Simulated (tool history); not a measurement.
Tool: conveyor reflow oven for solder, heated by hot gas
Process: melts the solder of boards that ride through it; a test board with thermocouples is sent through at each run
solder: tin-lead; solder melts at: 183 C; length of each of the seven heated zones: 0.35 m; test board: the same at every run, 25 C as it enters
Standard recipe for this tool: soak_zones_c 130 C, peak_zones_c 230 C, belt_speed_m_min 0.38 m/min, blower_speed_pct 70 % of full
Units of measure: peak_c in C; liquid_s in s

run   hour  soak_zones_c  peak_zones_c  belt_speed_m_min  blower_speed_pct  peak_c  liquid_s
  1      0           130           230              0.38                70   210.4      69.4
  2     18           130           230              0.38                70   210.1      70.5
  3   39.8           130           230              0.38                70   210.1      69.7
  4   60.3           130           230              0.38                70   209.9      70.1
      73.6  -- flux residue cleaned out of gas plates and filters
  5   85.7           130           230              0.38                70   213.5      75.3
  6  102.9           130           230              0.38                70   213.3      74.2
  7  122.5           130           230             0.335                70   217.2      91.7
  8  133.5           130           230             0.335                70   217.3        92
  9  149.6           127           230              0.38                70   213.2      73.3
 10  171.7           127           232             0.451                70     208      53.3
 11  187.9           130           230             0.374                56   210.6        71
 12  204.4           130           230             0.374                56   210.1      69.9
 13  216.5           130           241             0.374                70   222.1      87.1
 14  230.1           130           241             0.369                70   223.7      87.8
 15  252.7           127           231              0.39                68   211.4      68.6
 16  269.7           130           243              0.38                70     223      84.4

Alternative continuations, all from the tool just after run 16; predict every row:
  A  291.8           130           230              0.38                82       ?         ?
  B  291.8           128           243              0.38                84       ?         ?
  C  291.8           124           231              0.38                60       ?         ?
  D  291.8           130           226             0.317                52       ?         ?

run  peak_c  liquid_s
  A   213.4      75.5
  B   225.4      86.7
  C   209.6      66.2
  D   210.5      84.7
What these runs would have given with no unlogged condition in the tool:
run  peak_c  liquid_s
  A   216.1      78.9
  B   228.3      89.3
  C   212.3      70.2
  D   212.8      88.6
